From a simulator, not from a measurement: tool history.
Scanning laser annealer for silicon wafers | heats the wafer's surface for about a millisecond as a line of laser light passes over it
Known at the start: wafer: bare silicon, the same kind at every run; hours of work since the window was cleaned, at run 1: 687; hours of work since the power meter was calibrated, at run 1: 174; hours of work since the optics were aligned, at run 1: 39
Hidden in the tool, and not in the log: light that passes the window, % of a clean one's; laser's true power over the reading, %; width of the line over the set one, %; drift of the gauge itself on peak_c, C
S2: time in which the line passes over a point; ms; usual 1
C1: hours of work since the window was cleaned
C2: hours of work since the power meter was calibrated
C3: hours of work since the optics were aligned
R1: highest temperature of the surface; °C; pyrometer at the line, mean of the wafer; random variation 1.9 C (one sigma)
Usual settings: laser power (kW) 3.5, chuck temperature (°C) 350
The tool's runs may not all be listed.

{"run": 1, "day": 0.0, "laser power (kW)": 3.5, "S2": 1, "chuck temperature (°C)": 350, "C1": 687, "C2": 174, "C3": 39, "R1": 1110}
{"run": 2, "day": 0.242, "laser power (kW)": 3.5, "S2": 1, "chuck temperature (°C)": 350, "C1": 691, "C2": 178, "C3": 43, "R1": 1108}
{"run": 3, "day": 0.612, "laser power (kW)": 3.5, "S2": 1, "chuck temperature (°C)": 350, "C1": 696, "C2": 184, "C3": 49, "R1": 1110}
{"run": 4, "day": 0.862, "laser power (kW)": 3.5, "S2": 1, "chuck temperature (°C)": 350, "C1": 701, "C2": 188, "C3": 53, "R1": 1107}
{"run": 5, "day": 1.183, "laser power (kW)": 3.5, "S2": 1, "chuck temperature (°C)": 350, "C1": 706, "C2": 193, "C3": 58, "R1": 1107}
{"run": 6, "day": 1.525, "laser power (kW)": 3.5, "S2": 1, "chuck temperature (°C)": 350, "C1": 711, "C2": 198, "C3": 64, "R1": 1109}
{"run": 7, "day": 1.829, "laser power (kW)": 3.034, "S2": 1, "chuck temperature (°C)": 350, "C1": 716, "C2": 203, "C3": 69, "R1": 1008}
{"run": 8, "day": 2.162, "laser power (kW)": 3.034, "S2": 1, "chuck temperature (°C)": 350, "C1": 721, "C2": 209, "C3": 74, "R1": 1007}
{"run": 9, "day": 2.462, "laser power (kW)": 3.5, "S2": 0.94, "chuck temperature (°C)": 350, "C1": 726, "C2": 213, "C3": 79, "R1": 1085}
{"run": 10, "day": 2.917, "laser power (kW)": 3.5, "S2": 1, "chuck temperature (°C)": 350, "C1": 734, "C2": 221, "C3": 86, "R1": 1106}
{"run": 11, "day": 3.271, "laser power (kW)": 3.5, "S2": 1, "chuck temperature (°C)": 350, "C1": 739, "C2": 226, "C3": 92, "R1": 1108}
{"run": 12, "day": 3.592, "laser power (kW)": 3.5, "S2": 1, "chuck temperature (°C)": 350, "C1": 745, "C2": 232, "C3": 97, "R1": 1108}
{"run": 13, "day": 4.054, "laser power (kW)": 3.5, "S2": 1, "chuck temperature (°C)": 350, "C1": 752, "C2": 239, "C3": 105, "R1": 1106}
{"run": 14, "day": 4.383, "laser power (kW)": 3.5, "S2": 1, "chuck temperature (°C)": 350, "C1": 757, "C2": 244, "C3": 110, "R1": 1105}
{"run": 15, "day": 4.733, "laser power (kW)": 3.5, "S2": 1, "chuck temperature (°C)": 350, "C1": 763, "C2": 250, "C3": 116, "R1": 1107}
{"run": 16, "day": 5.188, "laser power (kW)": 3.651, "S2": 1, "chuck temperature (°C)": 350, "C1": 770, "C2": 257, "C3": 123, "R1": 1138}
{"run": 17, "day": 5.479, "laser power (kW)": 3.651, "S2": 0.99, "chuck temperature (°C)": 350, "C1": 775, "C2": 262, "C3": 128, "R1": 1130}
{"run": 18, "day": 5.871, "laser power (kW)": 3.651, "S2": 0.99, "chuck temperature (°C)": 350, "C1": 781, "C2": 268, "C3": 134, "R1": 1129}
{"run": 19, "day": 6.312, "laser power (kW)": 3.5, "S2": 1.14, "chuck temperature (°C)": 390, "C1": 788, "C2": 275, "C3": 141, "R1": 1191}
{"run": 20, "day": 6.579, "laser power (kW)": 3.268, "S2": 1, "chuck temperature (°C)": 332, "C1": 793, "C2": 280, "C3": 145, "R1": 1039}
{"run": 21, "day": 6.912, "laser power (kW)": 3.273, "S2": 0.89, "chuck temperature (°C)": 357, "C1": 798, "C2": 285, "C3": 151, "R1": 1026}
{"run": 22, "day": 7.362, "laser power (kW)": 3.5, "S2": 1.02, "chuck temperature (°C)": 343, "C1": 805, "C2": 292, "C3": 158, "R1": 1107}
{"run": 23, "day": 7.575, "laser power (kW)": 3.136, "S2": 0.84, "chuck temperature (°C)": 327, "C1": 809, "C2": 296, "C3": 161, "R1": 949}
{"run": 24, "day": 7.833, "laser power (kW)": 3.136, "S2": 0.84, "chuck temperature (°C)": 335, "C1": 813, "C2": 300, "C3": 166, "R1": 959}
{"run": 25, "day": 8.221, "laser power (kW)": 3.249, "S2": 1.04, "chuck temperature (°C)": 374, "C1": 819, "C2": 306, "C3": 172, "R1": 1090}
{"run": 26, "day": 8.496, "laser power (kW)": 3.249, "S2": 1.04, "chuck temperature (°C)": 374, "C1": 824, "C2": 311, "C3": 176, "R1": 1088}
{"run": 27, "day": 8.712, "laser power (kW)": 3.249, "S2": 1.04, "chuck temperature (°C)": 374, "C1": 827, "C2": 314, "C3": 180, "R1": 1087}
{"run": 28, "day": 9.004, "laser power (kW)": 3.678, "S2": 1.18, "chuck temperature (°C)": 325, "C1": 832, "C2": 319, "C3": 184, "R1": 1183}

Forecast run 29:
{"run": 29, "day": 9.388, "laser power (kW)": 3.032, "S2": 1, "chuck temperature (°C)": 370, "C1": 838, "C2": 325, "C3": 191, "R1": "?"}

Run 29 gave R1 1023 °C.
Without the tool's hidden state the same run would have given R1 1045 °C.

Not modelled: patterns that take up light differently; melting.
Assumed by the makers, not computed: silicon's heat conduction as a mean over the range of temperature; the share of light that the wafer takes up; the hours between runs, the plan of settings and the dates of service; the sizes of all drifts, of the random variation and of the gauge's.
